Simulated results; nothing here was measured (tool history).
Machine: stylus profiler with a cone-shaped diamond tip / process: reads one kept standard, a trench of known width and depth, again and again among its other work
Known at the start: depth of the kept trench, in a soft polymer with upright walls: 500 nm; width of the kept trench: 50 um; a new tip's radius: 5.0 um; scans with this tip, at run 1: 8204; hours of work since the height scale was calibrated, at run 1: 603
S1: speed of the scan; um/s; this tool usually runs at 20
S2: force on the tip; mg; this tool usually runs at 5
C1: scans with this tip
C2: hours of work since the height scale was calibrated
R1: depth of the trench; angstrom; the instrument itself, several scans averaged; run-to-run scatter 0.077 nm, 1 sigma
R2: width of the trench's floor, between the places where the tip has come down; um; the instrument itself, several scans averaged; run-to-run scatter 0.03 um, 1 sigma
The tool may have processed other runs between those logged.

run 1 hour=0 | S1=20 S2=5 | C1=8204 C2=603 | R1=5044.6 R2=43.87
run 2 hour=42.7 | S1=43 S2=5 | C1=8466 C2=622 | R1=5045.5 R2=43.72
run 3 hour=128.2 | S1=43 S2=5 | C1=8989 C2=660 | R1=5045.4 R2=43.69
run 4 hour=188 | S1=43 S2=5 | C1=9356 C2=687 | R1=5045.4 R2=43.59
run 5 hour=259.7 | S1=43 S2=5 | C1=9796 C2=719 | R1=5047.1 R2=43.54
run 6 hour=345 | S1=43 S2=5 | C1=10319 C2=758 | R1=5046.2 R2=43.44
run 7 hour=408.7 | S1=7 S2=5 | C1=10709 C2=787 | R1=5047.2 R2=43.42
run 8 hour=490.4 | S1=7 S2=5 | C1=11210 C2=823 | R1=5047.1 R2=43.38
run 9 hour=542.3 | S1=7 S2=5 | C1=11528 C2=847 | R1=5047.7 R2=43.3
run 10 hour=626.4 | S1=7 S2=5 | C1=12043 C2=885 | R1=5047.6 R2=43.2
-- hour=633.2 height scale calibrated on a step standard
run 11 hour=694.4 | S1=20 S2=11.06 | C1=12457 C2=28 | R1=5077.6 R2=43.16
run 12 hour=759.8 | S1=23 S2=11.06 | C1=12858 C2=57 | R1=5078 R2=43.05
run 13 hour=811.5 | S1=23 S2=11.06 | C1=13174 C2=80 | R1=5078.3 R2=43.02
run 14 hour=884.6 | S1=23 S2=11.06 | C1=13623 C2=113 | R1=5079.2 R2=42.95
run 15 hour=967.5 | S1=23 S2=11.06 | C1=14131 C2=150 | R1=5078.5 R2=42.88
run 16 hour=1037.8 | S1=7 S2=13.66 | C1=14562 C2=182 | R1=5091.3 R2=42.85
run 17 hour=1102.8 | S1=7 S2=13.66 | C1=14960 C2=211 | R1=5091.6 R2=42.77
-- hour=1132.7 height scale calibrated on a step standard, once more
run 18 hour=1181.6 | S1=17 S2=5 | C1=15440 C2=22 | R1=5043.5 R2=42.65
run 19 hour=1246.2 | S1=18 S2=3.52 | C1=15836 C2=51 | R1=5036 R2=42.6
run 20 hour=1324.6 | S1=53 S2=1.74 | C1=16316 C2=86 | R1=5023.1 R2=42.32
run 21 hour=1397 | S1=24 S2=10.08 | C1=16760 C2=119 | R1=5070 R2=42.49
run 22 hour=1466.2 | S1=35 S2=5.6 | C1=17184 C2=150 | R1=5048.6 R2=42.33
run 23 hour=1509.4 | S1=50 S2=1.67 | C1=17449 C2=170 | R1=5021.6 R2=42.17
run 24 hour=1557 | S1=50 S2=1.67 | C1=17741 C2=191 | R1=5022.7 R2=42.09
run 25 hour=1610.4 | S1=50 S2=1.67 | C1=18068 C2=215 | R1=5023.3 R2=42.04

Some steps in R1 between neighbouring runs. How much of each would the tool show without its hidden state too (settings, what came in, random variation), and how much is left for the hidden state, with any gauge scatter that isn't in both results?
What the log doesn't record here: radius of the tip, um; height scale over the true one, %; drift of the gauge itself on depth_nm, %; drift of the gauge itself on floor_um, %.
Run 10 -> 11: S1 7 -> 20, S2 5 -> 11.06, height scale calibrated on a step standard. R1 +30 angstrom: hidden state +0.8, all else +29.2.
Run 17 -> 18: S1 7 -> 17, S2 13.66 -> 5, height scale calibrated on a step standard, once more. R1 -48.1 angstrom: hidden state -5.7, all else -42.4.
Run 20 -> 21: S1 53 -> 24, S2 1.74 -> 10.08. R1 +46.9 angstrom: hidden state +0.2, all else +46.7.
